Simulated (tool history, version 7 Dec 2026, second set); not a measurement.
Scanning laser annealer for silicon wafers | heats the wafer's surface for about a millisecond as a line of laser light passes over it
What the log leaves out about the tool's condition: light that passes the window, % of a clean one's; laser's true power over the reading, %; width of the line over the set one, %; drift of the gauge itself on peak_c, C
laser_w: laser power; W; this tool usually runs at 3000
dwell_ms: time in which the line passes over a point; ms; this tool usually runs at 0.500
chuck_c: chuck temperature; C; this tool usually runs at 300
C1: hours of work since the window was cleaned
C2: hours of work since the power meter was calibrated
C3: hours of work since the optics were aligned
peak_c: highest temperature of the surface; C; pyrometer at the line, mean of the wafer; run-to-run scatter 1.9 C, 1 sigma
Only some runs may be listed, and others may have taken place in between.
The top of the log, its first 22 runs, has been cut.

{"run": 23, "day": 8.604, "laser_w": 3247, "dwell_ms": 0.584, "chuck_c": 300, "C1": 243, "C2": 363, "C3": 292, "peak_c": 1196}
{"run": 24, "day": 8.962, "laser_w": 3000, "dwell_ms": 0.492, "chuck_c": 271, "C1": 249, "C2": 369, "C3": 298, "peak_c": 1035}
{"run": 25, "day": 9.25, "laser_w": 3000, "dwell_ms": 0.395, "chuck_c": 281, "C1": 254, "C2": 374, "C3": 303, "peak_c": 972}
{"run": 26, "day": 9.754, "laser_w": 3000, "dwell_ms": 0.395, "chuck_c": 281, "C1": 262, "C2": 382, "C3": 311, "peak_c": 972}
{"run": 27, "day": 10.225, "laser_w": 3000, "dwell_ms": 0.5, "chuck_c": 284, "C1": 270, "C2": 390, "C3": 319, "peak_c": 1051}
{"run": 28, "day": 10.529, "laser_w": 2777, "dwell_ms": 0.568, "chuck_c": 339, "C1": 275, "C2": 395, "C3": 324, "peak_c": 1087}
{"run": 29, "day": 10.783, "laser_w": 3000, "dwell_ms": 0.5, "chuck_c": 295, "C1": 279, "C2": 399, "C3": 328, "peak_c": 1059}
{"day": 10.896, "done": "window over the wafer cleaned"}
{"run": 30, "day": 11.392, "laser_w": 3000, "dwell_ms": 0.591, "chuck_c": 307, "C1": 8, "C2": 407, "C3": 336, "peak_c": 1113}
{"run": 31, "day": 11.617, "laser_w": 3000, "dwell_ms": 0.591, "chuck_c": 307, "C1": 12, "C2": 411, "C3": 340, "peak_c": 1113}
{"run": 32, "day": 12.0, "laser_w": 3039, "dwell_ms": 0.452, "chuck_c": 263, "C1": 18, "C2": 417, "C3": 346, "peak_c": 989}
{"run": 33, "day": 12.379, "laser_w": 3287, "dwell_ms": 0.452, "chuck_c": 308, "C1": 24, "C2": 423, "C3": 352, "peak_c": 1094}
{"run": 34, "day": 12.808, "laser_w": 3034, "dwell_ms": 0.611, "chuck_c": 308, "C1": 31, "C2": 430, "C3": 359, "peak_c": 1133}
{"run": 35, "day": 13.221, "laser_w": 3034, "dwell_ms": 0.51, "chuck_c": 298, "C1": 38, "C2": 437, "C3": 366, "peak_c": 1060}
{"run": 36, "day": 13.508, "laser_w": 3000, "dwell_ms": 0.558, "chuck_c": 300, "C1": 43, "C2": 442, "C3": 371, "peak_c": 1080}
{"run": 37, "day": 13.738, "laser_w": 3000, "dwell_ms": 0.558, "chuck_c": 300, "C1": 46, "C2": 445, "C3": 375, "peak_c": 1079}
{"day": 13.933, "done": "window over the wafer cleaned, once more"}
{"run": 38, "day": 14.096, "laser_w": 3000, "dwell_ms": 0.425, "chuck_c": 305, "C1": 3, "C2": 450, "C3": 379, "peak_c": 1038}
{"run": 39, "day": 14.346, "laser_w": 3000, "dwell_ms": 0.425, "chuck_c": 305, "C1": 7, "C2": 454, "C3": 383, "peak_c": 1036}
{"run": 40, "day": 14.7, "laser_w": 3000, "dwell_ms": 0.425, "chuck_c": 305, "C1": 12, "C2": 460, "C3": 389, "peak_c": 1034}
{"run": 41, "day": 14.95, "laser_w": 3000, "dwell_ms": 0.601, "chuck_c": 269, "C1": 16, "C2": 464, "C3": 393, "peak_c": 1122}

Branching from run 41: 4 alternative next runs. What would each branch give?
{"run": "A", "day": 15.45, "laser_w": 3163, "dwell_ms": 0.483, "chuck_c": 290, "C1": 25, "C2": 472, "C3": 401, "peak_c": "?"}
{"run": "B", "day": 15.45, "laser_w": 2571, "dwell_ms": 0.407, "chuck_c": 338, "C1": 25, "C2": 472, "C3": 401, "peak_c": "?"}
{"run": "C", "day": 15.45, "laser_w": 2705, "dwell_ms": 0.547, "chuck_c": 326, "C1": 25, "C2": 472, "C3": 401, "peak_c": "?"}
{"run": "D", "day": 15.45, "laser_w": 3000, "dwell_ms": 0.489, "chuck_c": 298, "C1": 25, "C2": 472, "C3": 401, "peak_c": "?"}

run=A peak_c=1103
run=B peak_c=944
run=C peak_c=1058
run=D peak_c=1070
What these runs would have given with no unlogged condition in the tool:
run=A peak_c=1116
run=B peak_c=953
run=C peak_c=1069
run=D peak_c=1082
